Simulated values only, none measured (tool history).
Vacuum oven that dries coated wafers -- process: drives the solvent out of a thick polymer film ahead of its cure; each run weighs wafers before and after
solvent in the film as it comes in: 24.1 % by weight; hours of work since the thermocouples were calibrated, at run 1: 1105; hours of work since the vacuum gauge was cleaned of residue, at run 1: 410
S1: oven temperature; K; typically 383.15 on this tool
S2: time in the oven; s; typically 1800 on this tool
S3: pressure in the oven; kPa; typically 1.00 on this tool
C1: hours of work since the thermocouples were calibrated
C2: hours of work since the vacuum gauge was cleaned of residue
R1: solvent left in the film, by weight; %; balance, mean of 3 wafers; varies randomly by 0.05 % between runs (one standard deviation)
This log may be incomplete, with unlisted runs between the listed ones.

run,hour,S1,S2,S3,C1,C2,R1
1,0.0,383.15,1800,1.00,1105,410,3.28
2,26.7,383.15,1800,1.00,1125,429,3.33
3,40.8,375.15,1800,1.00,1135,440,5.45
4,67.5,383.15,1800,1.00,1155,459,3.31
5,87.1,383.15,1800,1.00,1169,474,3.23
6,108.0,383.15,1800,0.86,1185,489,3.27
7,130.1,383.15,1800,0.86,1201,505,3.19
8,145.3,383.15,1800,0.86,1212,517,3.22
9,166.0,383.15,1800,0.86,1228,532,3.24
10,187.5,383.15,1800,0.86,1243,548,3.28
11,204.2,383.15,1800,0.86,1256,560,3.25
12,226.5,383.15,1800,0.86,1272,576,3.16
13,254.2,383.15,2340,1.00,1292,597,2.08
14,269.0,383.15,2340,1.00,1303,608,2.07
15,283.8,383.15,1560,1.72,1314,619,4.42
16,296.5,378.15,1860,1.62,1323,628,4.72
17,316.8,378.15,1860,0.92,1338,643,4.25
18,332.8,397.15,1020,0.56,1350,654,2.95
19,350.5,391.15,1980,1.00,1363,668,1.38
20,363.5,391.15,2700,1.00,1373,677,0.79
21,377.6,383.15,1680,1.00,1383,687,3.63
22,389.5,371.15,1500,0.58,1392,696,7.55
23,413.6,371.15,1500,0.58,1410,714,7.69
24,425.2,383.15,1800,2.24,1418,722,3.78
25,447.2,389.15,1800,1.50,1434,739,2.27
26,464.4,383.15,1980,0.54,1447,751,2.53
27,480.6,383.15,1800,2.01,1459,763,3.72

Below are 5 alternative next runs, each starting from the tool's condition after run 27. Predict each:
# hour 496.4: oven's thermocouples calibrated
A,503.6,383.15,1440,3.06,5,779,?
# hour 496.4: oven's thermocouples calibrated
B,503.6,383.15,1560,0.57,5,779,?
# hour 496.4: oven's thermocouples calibrated
C,503.6,385.15,1800,1.00,5,779,?
# hour 496.4: oven's thermocouples calibrated
D,503.6,373.15,1800,2.01,5,779,?
# hour 496.4: oven's thermocouples calibrated
E,503.6,373.15,3000,2.76,5,779,?

run,R1
A,6.28
B,4.68
C,3.42
D,7.55
E,5.04
What these runs would have given with no unlogged condition in the tool:
run,R1
A,6.15
B,4.55
C,3.29
D,7.38
E,4.84
